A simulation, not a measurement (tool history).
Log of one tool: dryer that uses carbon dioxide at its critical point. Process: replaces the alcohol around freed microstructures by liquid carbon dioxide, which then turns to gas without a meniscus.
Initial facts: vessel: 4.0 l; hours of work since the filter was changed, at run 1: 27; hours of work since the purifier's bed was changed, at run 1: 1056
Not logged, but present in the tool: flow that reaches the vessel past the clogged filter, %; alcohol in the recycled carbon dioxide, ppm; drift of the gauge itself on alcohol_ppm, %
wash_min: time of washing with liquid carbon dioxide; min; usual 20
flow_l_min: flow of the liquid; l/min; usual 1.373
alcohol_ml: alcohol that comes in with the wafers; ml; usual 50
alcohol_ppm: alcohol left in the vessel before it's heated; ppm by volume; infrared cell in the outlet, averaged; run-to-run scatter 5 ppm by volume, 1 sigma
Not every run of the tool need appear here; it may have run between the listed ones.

run	hour	wash_min	flow_l_min	alcohol_ml	hours of work since the filter was changed	hours of work since the purifier's bed was changed	alcohol_ppm
1	0	20	1.373	50	27	1056	220
2	50.9	20	1.373	50	51	1080	238
3	112.6	20	0.93	50	81	1110	399
4	162.8	20	1.373	50	104	1133	261
5	194.3	20	1.373	50	119	1149	259
6	233.1	20	1.373	50	138	1167	261
7	289.8	20	1.373	50	165	1194	276
8	339.8	20	1.373	50	189	1218	291
# hour 360.1: purifier's bed changed
# hour 378: inlet filter changed
9	388.1	20	1.21	50	5	13	43
10	417.7	20	1.14	50	19	27	65
11	456.9	20	1.373	50	38	46	41
12	493	20	1.373	50	55	63	42
13	530.8	20	1.373	50	73	81	42
14	587.4	20	1.373	50	100	108	55
15	637.8	20	1.373	23	124	132	48
16	675.8	20	1.373	23	142	150	53
17	722.9	20	1.373	23	164	172	64
18	762	20	1.373	23	183	191	55
19	787.9	20	1.373	23	195	203	64
# hour 807.7: inlet filter changed
20	833.9	20	1.373	23	12	225	67
21	892.9	20	1.373	23	41	253	60
22	949.3	20	1.373	79	67	280	100
23	974.8	20	1.373	79	80	292	101
24	1021.8	20	1.373	79	102	314	104
25	1078.2	17	2.09	50	129	341	83
26	1115.1	17	2.09	50	146	359	89
27	1141.3	18	1.83	58	159	371	101
28	1183.4	28	1.91	114	179	391	85
# hour 1236.9: inlet filter changed
29	1241.1	28	1.91	114	2	418	98
30	1300.9	28	1.373	50	30	447	102
31	1345.3	20	1.82	50	52	468	119
32	1386.1	21	1.373	50	71	487	121
33	1426.5	20	2.2	81	90	507	115
34	1485.2	16	2.2	81	118	535	123
35	1545.5	22	1.08	78	147	563	236
36	1582.6	22	1.08	78	165	581	244
37	1645.5	20	1.95	35	195	611	137
# hour 1666.4: inlet filter changed
38	1698	20	1.95	35	15	635	137
39	1728.3	20	1.95	35	29	650	133

Expected results for the next run?
40	1770	18	1.13	65	49	670	?

{"run 40": {"alcohol_ppm": 286}}
If the tool had no hidden condition, the same run with the same run-to-run variation would have returned alcohol_ppm 121 ppm by volume.
